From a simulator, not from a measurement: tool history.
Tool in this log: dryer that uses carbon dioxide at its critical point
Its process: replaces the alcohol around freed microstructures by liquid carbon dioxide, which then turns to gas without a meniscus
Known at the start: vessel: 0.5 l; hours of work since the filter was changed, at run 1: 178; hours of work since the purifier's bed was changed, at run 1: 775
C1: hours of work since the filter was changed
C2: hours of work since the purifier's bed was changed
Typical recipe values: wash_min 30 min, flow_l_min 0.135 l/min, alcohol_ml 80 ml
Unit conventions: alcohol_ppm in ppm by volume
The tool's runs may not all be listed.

run 1 day=0.000 | wash_min=30 flow_l_min=0.135 alcohol_ml=80 | C1=178 C2=775 | alcohol_ppm=449
run 2 day=2.429 | wash_min=30 flow_l_min=0.135 alcohol_ml=80 | C1=222 C2=818 | alcohol_ppm=473
run 3 day=3.967 | wash_min=30 flow_l_min=0.135 alcohol_ml=65 | C1=249 C2=846 | alcohol_ppm=413
run 4 day=5.379 | wash_min=30 flow_l_min=0.154 alcohol_ml=80 | C1=274 C2=871 | alcohol_ppm=287
run 5 day=6.492 | wash_min=30 flow_l_min=0.154 alcohol_ml=80 | C1=294 C2=891 | alcohol_ppm=300
run 6 day=8.862 | wash_min=30 flow_l_min=0.135 alcohol_ml=70 | C1=336 C2=933 | alcohol_ppm=464
run 7 day=10.892 | wash_min=42 flow_l_min=0.135 alcohol_ml=70 | C1=372 C2=969 | alcohol_ppm=186
run 8 day=13.550 | wash_min=42 flow_l_min=0.135 alcohol_ml=20 | C1=420 C2=1017 | alcohol_ppm=170
run 9 day=14.750 | wash_min=42 flow_l_min=0.135 alcohol_ml=20 | C1=441 C2=1038 | alcohol_ppm=169
run 10 day=16.208 | wash_min=30 flow_l_min=0.135 alcohol_ml=80 | C1=467 C2=1064 | alcohol_ppm=585
run 11 day=17.958 | wash_min=30 flow_l_min=0.135 alcohol_ml=65 | C1=498 C2=1095 | alcohol_ppm=512
run 12 day=19.417 | wash_min=41 flow_l_min=0.135 alcohol_ml=80 | C1=524 C2=1121 | alcohol_ppm=222
-- day=20.138 purifier's bed changed
run 13 day=21.204 | wash_min=41 flow_l_min=0.135 alcohol_ml=80 | C1=554 C2=19 | alcohol_ppm=65
-- day=22.171 inlet filter changed
run 14 day=22.796 | wash_min=30 flow_l_min=0.135 alcohol_ml=46 | C1=11 C2=47 | alcohol_ppm=181
run 15 day=25.229 | wash_min=30 flow_l_min=0.135 alcohol_ml=46 | C1=55 C2=90 | alcohol_ppm=192
run 16 day=27.200 | wash_min=30 flow_l_min=0.102 alcohol_ml=80 | C1=90 C2=125 | alcohol_ppm=1390
run 17 day=29.267 | wash_min=30 flow_l_min=0.135 alcohol_ml=72 | C1=126 C2=162 | alcohol_ppm=337
run 18 day=31.938 | wash_min=30 flow_l_min=0.135 alcohol_ml=72 | C1=174 C2=209 | alcohol_ppm=337
run 19 day=33.788 | wash_min=30 flow_l_min=0.135 alcohol_ml=72 | C1=207 C2=242 | alcohol_ppm=350
run 20 day=35.825 | wash_min=30 flow_l_min=0.135 alcohol_ml=80 | C1=243 C2=279 | alcohol_ppm=407
run 21 day=37.383 | wash_min=30 flow_l_min=0.135 alcohol_ml=80 | C1=271 C2=307 | alcohol_ppm=415
run 22 day=39.046 | wash_min=33 flow_l_min=0.135 alcohol_ml=80 | C1=301 C2=336 | alcohol_ppm=274
run 23 day=41.379 | wash_min=33 flow_l_min=0.135 alcohol_ml=80 | C1=342 C2=378 | alcohol_ppm=277
run 24 day=43.292 | wash_min=30 flow_l_min=0.135 alcohol_ml=89 | C1=376 C2=412 | alcohol_ppm=495
run 25 day=44.921 | wash_min=24 flow_l_min=0.195 alcohol_ml=94 | C1=405 C2=441 | alcohol_ppm=288
run 26 day=47.450 | wash_min=24 flow_l_min=0.195 alcohol_ml=94 | C1=450 C2=486 | alcohol_ppm=306
run 27 day=50.158 | wash_min=42 flow_l_min=0.089 alcohol_ml=66 | C1=499 C2=534 | alcohol_ppm=616
run 28 day=52.571 | wash_min=42 flow_l_min=0.089 alcohol_ml=66 | C1=542 C2=577 | alcohol_ppm=654
-- day=54.196 inlet filter changed
run 29 day=55.042 | wash_min=42 flow_l_min=0.089 alcohol_ml=66 | C1=15 C2=620 | alcohol_ppm=449
run 30 day=56.225 | wash_min=42 flow_l_min=0.089 alcohol_ml=66 | C1=36 C2=641 | alcohol_ppm=467
run 31 day=58.579 | wash_min=33 flow_l_min=0.084 alcohol_ml=80 | C1=78 C2=683 | alcohol_ppm=2212
run 32 day=60.017 | wash_min=44 flow_l_min=0.089 alcohol_ml=80 | C1=104 C2=709 | alcohol_ppm=472
run 33 day=61.200 | wash_min=44 flow_l_min=0.089 alcohol_ml=80 | C1=125 C2=730 | alcohol_ppm=493
run 34 day=63.708 | wash_min=44 flow_l_min=0.089 alcohol_ml=82 | C1=170 C2=775 | alcohol_ppm=523
run 35 day=65.246 | wash_min=44 flow_l_min=0.089 alcohol_ml=82 | C1=197 C2=802 | alcohol_ppm=533
run 36 day=67.883 | wash_min=44 flow_l_min=0.116 alcohol_ml=32 | C1=244 C2=849 | alcohol_ppm=160
run 37 day=69.967 | wash_min=30 flow_l_min=0.227 alcohol_ml=37 | C1=281 C2=886 | alcohol_ppm=141
run 38 day=72.429 | wash_min=30 flow_l_min=0.138 alcohol_ml=90 | C1=325 C2=930 | alcohol_ppm=527
run 39 day=73.896 | wash_min=29 flow_l_min=0.187 alcohol_ml=79 | C1=351 C2=956 | alcohol_ppm=222
run 40 day=75.504 | wash_min=30 flow_l_min=0.108 alcohol_ml=43 | C1=380 C2=985 | alcohol_ppm=816
run 41 day=77.042 | wash_min=30 flow_l_min=0.108 alcohol_ml=43 | C1=407 C2=1012 | alcohol_ppm=863
run 42 day=78.662 | wash_min=23 flow_l_min=0.157 alcohol_ml=75 | C1=436 C2=1041 | alcohol_ppm=958
run 43 day=81.167 | wash_min=23 flow_l_min=0.152 alcohol_ml=50 | C1=481 C2=1086 | alcohol_ppm=824
run 44 day=83.575 | wash_min=23 flow_l_min=0.152 alcohol_ml=50 | C1=524 C2=1129 | alcohol_ppm=841
-- day=83.879 purifier's bed changed
run 45 day=85.158 | wash_min=23 flow_l_min=0.152 alcohol_ml=50 | C1=549 C2=23 | alcohol_ppm=680
-- day=86.179 inlet filter changed
run 46 day=87.742 | wash_min=20 flow_l_min=0.182 alcohol_ml=54 | C1=28 C2=68 | alcohol_ppm=409

Hidden state or all else? Some run-to-run changes of alcohol_ppm, split into what the settings, what came in and random variation would give without the hidden state, and what is left for the hidden state (with any gauge scatter that isn't in both results):
What the log doesn't record here: flow that reaches the vessel past the clogged filter, %; alcohol in the recycled carbon dioxide, ppm; drift of the gauge itself on alcohol_ppm, %.
Run 12 -> 13: purifier's bed changed. alcohol_ppm -157 ppm by volume: hidden state -162, all else +5.
Run 15 -> 16: flow_l_min 0.135 -> 0.102, alcohol_ml 46 -> 80. alcohol_ppm +1198 ppm by volume: hidden state +99, all else +1099.
Run 28 -> 29: inlet filter changed. alcohol_ppm -205 ppm by volume: hidden state -191, all else -14.
Run 30 -> 31: wash_min 42 -> 33, flow_l_min 0.089 -> 0.084, alcohol_ml 66 -> 80. alcohol_ppm +1745 ppm by volume: hidden state +121, all else +1624.
Run 31 -> 32: wash_min 33 -> 44, flow_l_min 0.084 -> 0.089. alcohol_ppm -1740 ppm by volume: hidden state -91, all else -1649.
Run 45 -> 46: wash_min 23 -> 20, flow_l_min 0.152 -> 0.182, alcohol_ml 50 -> 54, inlet filter changed. alcohol_ppm -271 ppm by volume: hidden state -207, all else -64.

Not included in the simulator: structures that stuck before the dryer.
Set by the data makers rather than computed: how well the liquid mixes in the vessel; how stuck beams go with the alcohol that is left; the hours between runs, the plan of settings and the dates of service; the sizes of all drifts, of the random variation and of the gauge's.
